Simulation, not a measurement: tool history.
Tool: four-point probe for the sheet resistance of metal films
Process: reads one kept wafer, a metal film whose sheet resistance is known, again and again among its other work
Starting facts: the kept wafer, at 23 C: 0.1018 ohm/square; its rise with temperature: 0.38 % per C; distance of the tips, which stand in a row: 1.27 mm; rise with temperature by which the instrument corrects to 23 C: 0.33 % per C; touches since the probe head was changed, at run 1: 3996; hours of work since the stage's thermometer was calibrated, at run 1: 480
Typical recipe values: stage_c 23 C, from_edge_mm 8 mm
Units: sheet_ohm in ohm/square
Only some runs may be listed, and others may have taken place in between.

run,hour,stage_c,from_edge_mm,touches since the probe head was changed,hours of work since the stage's thermometer was calibrated,sheet_ohm
1,0.0,23,8,3996,480,0.102756
2,15.5,23,8,4285,487,0.102796
3,30.3,23,6,4560,494,0.103842
4,42.9,23,6,4796,500,0.103832
5,49.8,23,6,4925,504,0.103814
6,63.5,23,6,5180,510,0.103793
7,71.3,31,8,5326,514,0.103094
8,85.3,31,8,5586,520,0.103154
9,99.4,31,8,5849,527,0.103115
10,110.1,31,8,6049,532,0.103087
11,126.1,23,27,6348,540,0.101539
12,141.9,23,27,6642,547,0.101516
13,153.9,23,8,6866,553,0.102740
14,160.6,23,8,6990,556,0.102762
15,169.3,23,8,7154,560,0.102730
16,179.7,23,8,7347,565,0.102733
17,194.5,19,3,7624,572,0.110056
18,207.0,19,3,7857,578,0.110038
19,219.4,23,24,8087,584,0.101566
20,227.1,30,64,8231,588,0.101696
21,234.5,18,12,8370,591,0.101796
22,249.8,18,12,8654,598,0.101803
23,264.5,29,3,8927,605,0.110536
24,280.0,29,3,9217,613,0.110555
25,292.7,29,3,9453,619,0.110528
26,302.3,29,3,9634,623,0.110524
27,311.9,26,64,9812,628,0.101523
28,325.9,24,9,10073,634,0.102493
29,333.7,30,8,10219,638,0.103018
30,348.4,20,4,10493,645,0.106441
31,357.3,21,20,10659,649,0.101482
32,364.6,22,42,10796,653,0.101376

The logged runs with the hidden state left out (each run's random variation unchanged):
Hidden state at play: inner tips' distance over the nominal, %; tips' flats over new ones', %; wafer's true temperature over the reading, C; drift of the gauge itself on sheet_ohm, %.
run,sheet_ohm
1,0.103131
2,0.103174
3,0.104225
4,0.104218
5,0.104200
6,0.104182
7,0.103479
8,0.103542
9,0.103505
10,0.103479
11,0.101930
12,0.101910
13,0.103140
14,0.103163
15,0.103133
16,0.103137
17,0.110490
18,0.110475
19,0.101973
20,0.102102
21,0.102208
22,0.102217
23,0.110982
24,0.111004
25,0.110979
26,0.110976
27,0.101944
28,0.102920
29,0.103446
30,0.106889
31,0.101911
32,0.101806
